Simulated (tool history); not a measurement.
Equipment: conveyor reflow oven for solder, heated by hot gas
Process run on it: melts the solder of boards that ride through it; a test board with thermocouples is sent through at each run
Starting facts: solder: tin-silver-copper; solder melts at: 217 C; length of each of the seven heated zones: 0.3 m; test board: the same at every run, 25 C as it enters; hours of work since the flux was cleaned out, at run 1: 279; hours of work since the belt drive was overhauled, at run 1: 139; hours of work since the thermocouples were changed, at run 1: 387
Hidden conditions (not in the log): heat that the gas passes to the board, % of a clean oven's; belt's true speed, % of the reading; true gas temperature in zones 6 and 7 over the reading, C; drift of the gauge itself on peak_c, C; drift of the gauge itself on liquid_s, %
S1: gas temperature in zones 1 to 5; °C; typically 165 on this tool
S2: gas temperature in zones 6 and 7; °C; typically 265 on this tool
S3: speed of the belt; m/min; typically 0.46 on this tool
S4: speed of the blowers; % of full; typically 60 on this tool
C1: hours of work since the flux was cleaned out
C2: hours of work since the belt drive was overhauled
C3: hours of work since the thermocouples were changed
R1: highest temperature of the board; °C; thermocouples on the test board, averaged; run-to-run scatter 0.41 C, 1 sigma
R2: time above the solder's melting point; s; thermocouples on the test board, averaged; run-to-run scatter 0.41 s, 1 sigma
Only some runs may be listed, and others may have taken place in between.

run   hour   S1   S2    S3  S4   C1   C2   C3     R1    R2
  1    0.0  165  265  0.46  60  279  139  387  247.3  50.6
  2   32.6  165  265  0.46  60  301  161  409  246.4  50.3
  3   65.9  165  265  0.46  60  324  184  431  247.5  49.4
  4   94.1  165  265  0.46  71  343  203  450  248.6  53.0
  5  124.9  165  265  0.46  60  363  223  471  247.2  50.7
     143.6  -- flux residue cleaned out of gas plates and filters
  6  162.5  165  265  0.46  60   13  245  493  246.9  50.7
  7  183.9  165  265  0.46  79   27  260  508  249.4  54.1
  8  207.1  165  268  0.46  73   43  275  523  251.6  55.1
  9  234.9  165  268  0.46  73   62  294  542  251.4  54.8
 10  254.5  165  277  0.46  62   75  307  555  257.0  59.2
 11  288.1  175  277  0.46  62   97  330  578  259.6  63.0
     297.0  -- flux residue cleaned out of gas plates and filters, once more
 12  328.6  161  273  0.46  56   21  354  602  254.0  55.1

Expected results for the next run?
 13  347.2  161  273  0.46  56  34  366  614   ?   ?

{"run 13": {"R1": 253.6, "R2": 55.0}}
The same run, on a tool lacking any hidden state, would have yielded R1 251.4 °C, R2 53.1 s.
